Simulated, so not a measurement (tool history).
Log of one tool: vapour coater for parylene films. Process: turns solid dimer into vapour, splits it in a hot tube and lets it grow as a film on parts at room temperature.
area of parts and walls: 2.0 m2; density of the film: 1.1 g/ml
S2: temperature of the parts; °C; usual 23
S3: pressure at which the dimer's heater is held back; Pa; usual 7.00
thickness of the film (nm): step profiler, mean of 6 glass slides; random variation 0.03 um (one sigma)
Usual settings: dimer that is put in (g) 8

run 1 day=0.000 | dimer_that_is_put_in_(g)=8 S2=23 S3=7.00 | thickness_of_the_film_(nm)=2520
run 2 day=0.512 | dimer_that_is_put_in_(g)=8 S2=23 S3=7.00 | thickness_of_the_film_(nm)=2530
run 3 day=0.988 | dimer_that_is_put_in_(g)=8 S2=23 S3=2.58 | thickness_of_the_film_(nm)=2850
run 4 day=1.333 | dimer_that_is_put_in_(g)=8 S2=23 S3=2.58 | thickness_of_the_film_(nm)=2860
run 5 day=1.846 | dimer_that_is_put_in_(g)=8 S2=23 S3=3.54 | thickness_of_the_film_(nm)=2730
run 6 day=2.558 | dimer_that_is_put_in_(g)=8 S2=23 S3=7.00 | thickness_of_the_film_(nm)=2460
run 7 day=2.988 | dimer_that_is_put_in_(g)=8 S2=24 S3=7.00 | thickness_of_the_film_(nm)=2440
run 8 day=3.429 | dimer_that_is_put_in_(g)=8 S2=24 S3=7.00 | thickness_of_the_film_(nm)=2440
run 9 day=3.838 | dimer_that_is_put_in_(g)=8 S2=24 S3=7.00 | thickness_of_the_film_(nm)=2390
run 10 day=4.521 | dimer_that_is_put_in_(g)=11 S2=23 S3=7.00 | thickness_of_the_film_(nm)=3380
run 11 day=5.229 | dimer_that_is_put_in_(g)=11 S2=23 S3=7.00 | thickness_of_the_film_(nm)=3360
run 12 day=5.738 | dimer_that_is_put_in_(g)=11 S2=23 S3=7.00 | thickness_of_the_film_(nm)=3350
run 13 day=6.392 | dimer_that_is_put_in_(g)=13 S2=23 S3=7.00 | thickness_of_the_film_(nm)=3930
-- day=6.958 trap's valve overhauled
run 14 day=7.025 | dimer_that_is_put_in_(g)=13 S2=23 S3=7.00 | thickness_of_the_film_(nm)=3640
run 15 day=7.350 | dimer_that_is_put_in_(g)=8 S2=17 S3=7.00 | thickness_of_the_film_(nm)=2500
run 16 day=7.938 | dimer_that_is_put_in_(g)=8 S2=19 S3=7.00 | thickness_of_the_film_(nm)=2460
run 17 day=8.354 | dimer_that_is_put_in_(g)=8 S2=19 S3=7.00 | thickness_of_the_film_(nm)=2390
run 18 day=8.967 | dimer_that_is_put_in_(g)=8 S2=19 S3=7.00 | thickness_of_the_film_(nm)=2440
run 19 day=9.658 | dimer_that_is_put_in_(g)=8 S2=15 S3=7.00 | thickness_of_the_film_(nm)=2580
run 20 day=10.383 | dimer_that_is_put_in_(g)=8 S2=23 S3=7.00 | thickness_of_the_film_(nm)=2180
run 21 day=10.908 | dimer_that_is_put_in_(g)=8 S2=23 S3=7.00 | thickness_of_the_film_(nm)=2190
-- day=11.371 trap's valve overhauled, once more
run 22 day=11.446 | dimer_that_is_put_in_(g)=8 S2=23 S3=7.00 | thickness_of_the_film_(nm)=2730
run 23 day=11.896 | dimer_that_is_put_in_(g)=8 S2=23 S3=7.00 | thickness_of_the_film_(nm)=2750
run 24 day=12.217 | dimer_that_is_put_in_(g)=8 S2=16 S3=7.00 | thickness_of_the_film_(nm)=3020
run 25 day=12.771 | dimer_that_is_put_in_(g)=8 S2=23 S3=2.51 | thickness_of_the_film_(nm)=3090
run 26 day=13.150 | dimer_that_is_put_in_(g)=8 S2=15 S3=2.51 | thickness_of_the_film_(nm)=3530
run 27 day=13.729 | dimer_that_is_put_in_(g)=5 S2=18 S3=2.61 | thickness_of_the_film_(nm)=2110
run 28 day=14.404 | dimer_that_is_put_in_(g)=8 S2=23 S3=7.00 | thickness_of_the_film_(nm)=2680
run 29 day=14.938 | dimer_that_is_put_in_(g)=8 S2=23 S3=7.00 | thickness_of_the_film_(nm)=2700
run 30 day=15.404 | dimer_that_is_put_in_(g)=5 S2=28 S3=3.31 | thickness_of_the_film_(nm)=1630
run 31 day=15.888 | dimer_that_is_put_in_(g)=9 S2=22 S3=2.41 | thickness_of_the_film_(nm)=3480
run 32 day=16.467 | dimer_that_is_put_in_(g)=7 S2=22 S3=2.61 | thickness_of_the_film_(nm)=2700
run 33 day=16.792 | dimer_that_is_put_in_(g)=7 S2=22 S3=2.61 | thickness_of_the_film_(nm)=2620
run 34 day=17.321 | dimer_that_is_put_in_(g)=7 S2=22 S3=2.61 | thickness_of_the_film_(nm)=2640
run 35 day=17.629 | dimer_that_is_put_in_(g)=7 S2=22 S3=2.61 | thickness_of_the_film_(nm)=2590
run 36 day=18.146 | dimer_that_is_put_in_(g)=6 S2=19 S3=2.97 | thickness_of_the_film_(nm)=2370
run 37 day=18.658 | dimer_that_is_put_in_(g)=4 S2=19 S3=2.97 | thickness_of_the_film_(nm)=1530
run 38 day=18.983 | dimer_that_is_put_in_(g)=8 S2=20 S3=3.06 | thickness_of_the_film_(nm)=2930
run 39 day=19.442 | dimer_that_is_put_in_(g)=8 S2=31 S3=3.80 | thickness_of_the_film_(nm)=2440
run 40 day=19.938 | dimer_that_is_put_in_(g)=8 S2=25 S3=7.00 | thickness_of_the_film_(nm)=2440
run 41 day=20.617 | dimer_that_is_put_in_(g)=9 S2=27 S3=10.76 | thickness_of_the_film_(nm)=2530
run 42 day=21.279 | dimer_that_is_put_in_(g)=9 S2=21 S3=5.20 | thickness_of_the_film_(nm)=3020
run 43 day=21.608 | dimer_that_is_put_in_(g)=9 S2=21 S3=5.20 | thickness_of_the_film_(nm)=3100
run 44 day=22.254 | dimer_that_is_put_in_(g)=9 S2=21 S3=5.20 | thickness_of_the_film_(nm)=3010
run 45 day=22.733 | dimer_that_is_put_in_(g)=7 S2=29 S3=3.44 | thickness_of_the_film_(nm)=2180
run 46 day=23.425 | dimer_that_is_put_in_(g)=6 S2=23 S3=9.40 | thickness_of_the_film_(nm)=1820

Forecast each of these 3 alternatives for the next run:
run A day=23.992 | dimer_that_is_put_in_(g)=5 S2=23 S3=3.29 | thickness_of_the_film_(nm)=?
run B day=23.992 | dimer_that_is_put_in_(g)=8 S2=31 S3=7.00 | thickness_of_the_film_(nm)=?
run C day=23.992 | dimer_that_is_put_in_(g)=6 S2=16 S3=9.40 | thickness_of_the_film_(nm)=?

run=A thickness_of_the_film_(nm)=1690
run=B thickness_of_the_film_(nm)=2130
run=C thickness_of_the_film_(nm)=2040
Without the tool's hidden state the same runs would have given:
run=A thickness_of_the_film_(nm)=1860
run=B thickness_of_the_film_(nm)=2350
run=C thickness_of_the_film_(nm)=2250
